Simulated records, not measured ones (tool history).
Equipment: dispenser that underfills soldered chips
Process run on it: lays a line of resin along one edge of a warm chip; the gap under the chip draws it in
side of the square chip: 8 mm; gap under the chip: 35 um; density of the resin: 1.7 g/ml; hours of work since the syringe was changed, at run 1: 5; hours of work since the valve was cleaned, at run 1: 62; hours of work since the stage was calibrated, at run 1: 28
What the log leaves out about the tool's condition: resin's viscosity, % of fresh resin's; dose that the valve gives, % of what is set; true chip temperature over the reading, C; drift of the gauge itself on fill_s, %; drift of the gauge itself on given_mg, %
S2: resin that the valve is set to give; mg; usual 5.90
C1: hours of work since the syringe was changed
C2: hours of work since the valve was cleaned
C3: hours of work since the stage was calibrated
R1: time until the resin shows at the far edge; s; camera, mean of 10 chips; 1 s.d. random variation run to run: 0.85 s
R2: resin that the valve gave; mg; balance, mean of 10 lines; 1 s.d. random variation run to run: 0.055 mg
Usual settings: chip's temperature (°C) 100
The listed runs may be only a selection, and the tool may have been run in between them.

run 1 hour=0.0 | chip's_temperature_(°C)=100 S2=5.90 | C1=5 C2=62 C3=28 | R1=102.1 R2=5.64
run 2 hour=3.0 | chip's_temperature_(°C)=100 S2=5.90 | C1=7 C2=64 C3=30 | R1=109.9 R2=5.59
run 3 hour=5.7 | chip's_temperature_(°C)=100 S2=5.90 | C1=9 C2=66 C3=32 | R1=120.4 R2=5.62
-- hour=7.9 new syringe of resin
run 4 hour=9.2 | chip's_temperature_(°C)=100 S2=5.90 | C1=1 C2=68 C3=34 | R1=83.0 R2=5.44
run 5 hour=12.6 | chip's_temperature_(°C)=100 S2=5.90 | C1=3 C2=70 C3=37 | R1=93.3 R2=5.55
run 6 hour=16.6 | chip's_temperature_(°C)=100 S2=5.90 | C1=6 C2=73 C3=39 | R1=105.9 R2=5.54
run 7 hour=20.1 | chip's_temperature_(°C)=100 S2=5.90 | C1=8 C2=75 C3=42 | R1=116.0 R2=5.52
-- hour=23.5 new syringe of resin
run 8 hour=23.5 | chip's_temperature_(°C)=113 S2=7.33 | C1=0 C2=78 C3=44 | R1=54.1 R2=7.03
run 9 hour=25.9 | chip's_temperature_(°C)=100 S2=5.06 | C1=2 C2=79 C3=45 | R1=90.8 R2=4.75
run 10 hour=28.0 | chip's_temperature_(°C)=115 S2=5.64 | C1=3 C2=81 C3=47 | R1=61.8 R2=5.29
run 11 hour=30.4 | chip's_temperature_(°C)=110 S2=5.43 | C1=5 C2=82 C3=48 | R1=77.9 R2=5.03

Branching from run 11: 5 alternative next runs. What would each branch give?
run A hour=34.4 | chip's_temperature_(°C)=85 S2=7.47 | C1=7 C2=85 C3=51 | R1=? R2=?
run B hour=34.4 | chip's_temperature_(°C)=91 S2=5.84 | C1=7 C2=85 C3=51 | R1=? R2=?
run C hour=34.4 | chip's_temperature_(°C)=93 S2=6.84 | C1=7 C2=85 C3=51 | R1=? R2=?
run D hour=34.4 | chip's_temperature_(°C)=110 S2=5.10 | C1=7 C2=85 C3=51 | R1=? R2=?
run E hour=34.4 | chip's_temperature_(°C)=87 S2=5.04 | C1=7 C2=85 C3=51 | R1=? R2=?

run=A R1=165.6 R2=6.98
run=B R1=146.3 R2=5.40
run=C R1=132.9 R2=6.41
run=D R1=87.3 R2=4.77
run=E R1=167.3 R2=4.64
Without the tool's unlogged condition, the same runs would have read:
run=A R1=117.9 R2=7.49
run=B R1=103.2 R2=5.81
run=C R1=94.3 R2=6.87
run=D R1=60.9 R2=5.12
run=E R1=116.8 R2=4.98
